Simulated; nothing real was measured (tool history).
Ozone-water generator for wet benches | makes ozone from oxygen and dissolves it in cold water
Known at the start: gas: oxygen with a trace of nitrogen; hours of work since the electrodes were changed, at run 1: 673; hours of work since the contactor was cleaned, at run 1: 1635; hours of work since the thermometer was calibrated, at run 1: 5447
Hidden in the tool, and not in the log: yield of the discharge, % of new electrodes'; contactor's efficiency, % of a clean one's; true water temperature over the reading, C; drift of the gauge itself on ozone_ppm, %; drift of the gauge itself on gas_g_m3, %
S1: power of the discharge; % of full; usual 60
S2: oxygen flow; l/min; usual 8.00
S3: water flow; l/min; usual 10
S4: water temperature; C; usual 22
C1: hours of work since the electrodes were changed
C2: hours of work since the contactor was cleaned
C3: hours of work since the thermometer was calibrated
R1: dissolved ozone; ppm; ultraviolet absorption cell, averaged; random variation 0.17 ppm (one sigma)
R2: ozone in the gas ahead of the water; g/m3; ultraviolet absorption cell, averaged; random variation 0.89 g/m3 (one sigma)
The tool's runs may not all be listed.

run	day	S1	S2	S3	S4	C1	C2	C3	R1	R2
1	0.000	60	8.00	10	22	673	1635	5447	20.2	139.9
2	5.100	60	8.00	10	22	765	1727	5539	20.4	139.3
# day 5.638: water thermometer calibrated
# day 9.062: contactor cleaned
3	13.138	60	8.00	10	22	906	73	132	20.8	138.7
4	19.804	60	8.00	10	22	1026	193	252	21.2	137.8
5	24.312	60	8.00	10	22	1107	274	333	20.6	135.6
6	31.792	60	8.00	13	22	1241	409	467	17.1	134.1
7	40.925	60	8.00	10	22	1405	573	632	20.0	132.4
8	46.675	60	8.00	10	22	1509	676	735	19.8	132.4
9	53.292	60	8.00	10	22	1628	795	854	19.8	130.0
10	60.904	60	8.00	10	22	1765	932	991	19.5	131.2
11	67.904	60	8.00	10	22	1891	1058	1117	19.5	129.2
12	77.012	60	8.00	10	22	2054	1222	1280	19.0	128.7
13	85.404	60	8.00	10	22	2205	1373	1431	18.8	126.7
14	92.300	60	8.00	11	22	2329	1497	1555	17.5	124.1
15	100.912	60	8.00	6	22	2484	1651	1710	24.0	123.5
# day 109.050: contactor cleaned
16	109.050	60	8.00	6	22	2627	0	1853	24.0	123.2
17	114.746	60	8.00	6	22	2730	102	1956	23.9	121.0
18	121.358	60	8.00	6	28	2849	221	2075	20.3	120.1
19	130.271	60	8.00	10	22	3009	382	2235	17.9	118.4
20	138.429	58	8.00	12	16	3156	528	2382	17.6	114.2
21	145.117	60	8.00	7	22	3276	648	2502	21.5	116.1
22	149.604	60	8.00	7	22	3357	729	2583	21.1	116.5
23	155.971	60	8.00	9	22	3471	844	2697	18.4	115.0
24	163.229	60	8.00	9	22	3601	974	2827	18.3	115.4
25	172.317	60	8.00	9	22	3765	1137	2991	17.6	112.7
26	179.767	72	8.08	15	21	3899	1271	3125	13.7	120.0
27	188.008	97	8.00	9	18	4047	1420	3273	23.4	136.2
28	194.112	63	8.00	10	22	4157	1529	3383	16.5	110.9
29	199.875	63	8.00	10	22	4260	1633	3486	16.2	110.1
30	208.204	78	8.00	14	22	4410	1783	3636	13.9	120.0

Run 31 comes next. What will it give?
# day 209.158: contactor cleaned
31	217.004	41	8.00	15	22	4565	141	3791	?	?

R1: 10.1 ppm
R2: 89.0 g/m3
Without the tool's hidden state the same run would have given R1 13.3 ppm, R2 116.0 g/m3.
